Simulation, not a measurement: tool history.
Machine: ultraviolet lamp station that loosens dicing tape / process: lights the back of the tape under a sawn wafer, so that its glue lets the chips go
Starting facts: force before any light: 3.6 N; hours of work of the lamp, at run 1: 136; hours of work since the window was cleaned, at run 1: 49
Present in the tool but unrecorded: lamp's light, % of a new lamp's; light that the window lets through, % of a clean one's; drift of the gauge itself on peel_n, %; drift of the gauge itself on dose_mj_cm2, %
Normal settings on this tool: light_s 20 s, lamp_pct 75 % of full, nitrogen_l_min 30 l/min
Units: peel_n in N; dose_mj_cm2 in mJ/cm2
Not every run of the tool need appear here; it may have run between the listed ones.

run	hour	light_s	lamp_pct	nitrogen_l_min	hours of work of the lamp	hours of work since the window was cleaned	peel_n	dose_mj_cm2
1	0.0	20	75	30	136	49	0.662	496
2	25.9	20	75	12	153	66	0.875	498
3	55.0	20	75	30	172	84	0.667	492
4	83.9	20	75	30	190	103	0.702	483
5	114.7	20	75	30	210	123	0.690	481
6	132.5	20	75	30	222	134	0.688	472
7	155.0	20	75	30	236	149	0.715	471
8	191.5	20	75	30	260	173	0.717	473
9	227.8	20	75	40	283	196	0.671	461
10	266.7	20	75	40	308	221	0.686	459
11	289.2	20	75	30	323	236	0.743	456
# hour 317.3: window cleaned of glue's vapour
12	321.8	20	75	30	343	3	0.706	473
13	347.2	39	75	30	360	19	0.294	925
14	375.5	39	75	30	378	38	0.298	914
15	413.2	20	65	30	402	62	0.850	401
16	432.0	11	75	30	414	74	1.457	252
17	457.7	20	64	52	431	91	0.793	387
18	487.8	14	98	27	451	110	0.840	410
19	515.6	14	98	27	468	128	0.857	409
20	548.3	24	93	36	490	149	0.425	656
21	583.0	20	89	17	512	171	0.738	518
22	609.9	30	75	45	529	189	0.413	652
23	645.0	30	75	33	552	211	0.452	652
24	672.7	30	75	33	570	229	0.451	643
# hour 710.6: window cleaned of glue's vapour
25	711.4	20	82	26	594	0	0.720	485
26	743.3	20	76	17	615	21	0.928	446
27	763.4	31	63	24	628	34	0.565	575

How the hidden state differs across the entries between the runs, from the last listed run before each to the first after it:
From run 11 to run 12: window cleaned of glue's vapour (hour 317.3)
  lamp's light, % of a new lamp's: 91.6 -> 91.2; light that the window lets through, % of a clean one's: 94.6 -> 99.8
  what was measured, less what the result would be without the hidden state, peel_n: +0.132 -> +0.086 N; dose_mj_cm2: -70 -> -47 mJ/cm2
From run 24 to run 25: window cleaned of glue's vapour (hour 710.6)
  lamp's light, % of a new lamp's: 86.3 -> 85.7; light that the window lets through, % of a clean one's: 94.1 -> 99.9
  what was measured, less what the result would be without the hidden state, peel_n: +0.107 -> +0.139 N; dose_mj_cm2: -149 -> -81 mJ/cm2
